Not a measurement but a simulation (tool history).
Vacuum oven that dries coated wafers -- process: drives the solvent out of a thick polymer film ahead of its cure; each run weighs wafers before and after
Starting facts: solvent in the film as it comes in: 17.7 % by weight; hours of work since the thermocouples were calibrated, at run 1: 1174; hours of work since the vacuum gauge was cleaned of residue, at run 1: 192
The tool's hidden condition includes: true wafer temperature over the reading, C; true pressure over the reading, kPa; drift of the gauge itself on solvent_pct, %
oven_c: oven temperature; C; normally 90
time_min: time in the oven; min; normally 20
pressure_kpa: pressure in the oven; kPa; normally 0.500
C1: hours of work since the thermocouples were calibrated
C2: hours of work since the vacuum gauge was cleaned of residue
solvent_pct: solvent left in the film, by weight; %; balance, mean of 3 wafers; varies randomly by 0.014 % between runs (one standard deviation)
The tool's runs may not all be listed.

{"run": 1, "day": 0.0, "oven_c": 90, "time_min": 20, "pressure_kpa": 0.5, "C1": 1174, "C2": 192, "solvent_pct": 1.11}
{"run": 2, "day": 1.675, "oven_c": 90, "time_min": 20, "pressure_kpa": 0.5, "C1": 1197, "C2": 215, "solvent_pct": 1.09}
{"run": 3, "day": 3.246, "oven_c": 90, "time_min": 20, "pressure_kpa": 0.5, "C1": 1219, "C2": 236, "solvent_pct": 1.12}
{"run": 4, "day": 5.071, "oven_c": 90, "time_min": 20, "pressure_kpa": 0.5, "C1": 1243, "C2": 261, "solvent_pct": 1.15}
{"run": 5, "day": 7.288, "oven_c": 90, "time_min": 20, "pressure_kpa": 0.5, "C1": 1274, "C2": 291, "solvent_pct": 1.15}
{"run": 6, "day": 9.292, "oven_c": 90, "time_min": 20, "pressure_kpa": 0.5, "C1": 1301, "C2": 319, "solvent_pct": 1.14}
{"run": 7, "day": 11.65, "oven_c": 90, "time_min": 20, "pressure_kpa": 0.5, "C1": 1333, "C2": 351, "solvent_pct": 1.13}
{"run": 8, "day": 13.712, "oven_c": 90, "time_min": 20, "pressure_kpa": 0.5, "C1": 1361, "C2": 379, "solvent_pct": 1.17}
{"run": 9, "day": 15.688, "oven_c": 90, "time_min": 20, "pressure_kpa": 0.396, "C1": 1388, "C2": 406, "solvent_pct": 1.09}
{"run": 10, "day": 18.292, "oven_c": 100, "time_min": 20, "pressure_kpa": 0.5, "C1": 1424, "C2": 442, "solvent_pct": 0.43}
{"run": 11, "day": 20.917, "oven_c": 100, "time_min": 20, "pressure_kpa": 0.5, "C1": 1460, "C2": 478, "solvent_pct": 0.41}
{"run": 12, "day": 23.496, "oven_c": 100, "time_min": 20, "pressure_kpa": 0.5, "C1": 1495, "C2": 513, "solvent_pct": 0.45}
{"day": 24.938, "done": "oven's thermocouples calibrated"}
{"run": 13, "day": 25.908, "oven_c": 96, "time_min": 20, "pressure_kpa": 0.5, "C1": 13, "C2": 545, "solvent_pct": 0.53}
{"run": 14, "day": 27.2, "oven_c": 90, "time_min": 18, "pressure_kpa": 0.34, "C1": 31, "C2": 562, "solvent_pct": 1.04}
{"run": 15, "day": 28.612, "oven_c": 83, "time_min": 32, "pressure_kpa": 0.651, "C1": 50, "C2": 581, "solvent_pct": 1.31}
{"day": 28.933, "done": "vacuum gauge cleaned of residue and calibrated"}
{"run": 16, "day": 30.367, "oven_c": 93, "time_min": 14, "pressure_kpa": 0.896, "C1": 73, "C2": 20, "solvent_pct": 1.59}
{"run": 17, "day": 31.962, "oven_c": 87, "time_min": 14, "pressure_kpa": 0.331, "C1": 95, "C2": 41, "solvent_pct": 2.38}
{"day": 33.654, "done": "vacuum gauge cleaned of residue and calibrated, once more"}
{"run": 18, "day": 34.408, "oven_c": 87, "time_min": 14, "pressure_kpa": 0.331, "C1": 128, "C2": 10, "solvent_pct": 2.3}
{"run": 19, "day": 35.783, "oven_c": 79, "time_min": 13, "pressure_kpa": 0.269, "C1": 146, "C2": 29, "solvent_pct": 5.09}
{"run": 20, "day": 38.112, "oven_c": 105, "time_min": 27, "pressure_kpa": 0.626, "C1": 178, "C2": 61, "solvent_pct": 0.31}
{"run": 21, "day": 40.725, "oven_c": 89, "time_min": 18, "pressure_kpa": 0.5, "C1": 214, "C2": 97, "solvent_pct": 1.27}
{"run": 22, "day": 43.312, "oven_c": 89, "time_min": 18, "pressure_kpa": 0.5, "C1": 249, "C2": 132, "solvent_pct": 1.28}
{"run": 23, "day": 44.783, "oven_c": 86, "time_min": 12, "pressure_kpa": 0.805, "C1": 269, "C2": 152, "solvent_pct": 3.7}

4 ways to go on from here, each from the tool as it stands after run 23. What would each give?
{"run": "A", "day": 47.146, "oven_c": 84, "time_min": 20, "pressure_kpa": 0.963, "C1": 302, "C2": 184, "solvent_pct": "?"}
{"run": "B", "day": 47.146, "oven_c": 86, "time_min": 21, "pressure_kpa": 0.805, "C1": 302, "C2": 184, "solvent_pct": "?"}
{"run": "C", "day": 47.146, "oven_c": 76, "time_min": 10, "pressure_kpa": 1.696, "C1": 302, "C2": 184, "solvent_pct": "?"}
{"run": "D", "day": 47.146, "oven_c": 86, "time_min": 12, "pressure_kpa": 0.715, "C1": 302, "C2": 184, "solvent_pct": "?"}

run=A solvent_pct=2.47
run=B solvent_pct=1.77
run=C solvent_pct=8.84
run=D solvent_pct=3.63
With no hidden state in the tool, these same runs would have given:
run=A solvent_pct=2.50
run=B solvent_pct=1.79
run=C solvent_pct=8.89
run=D solvent_pct=3.68
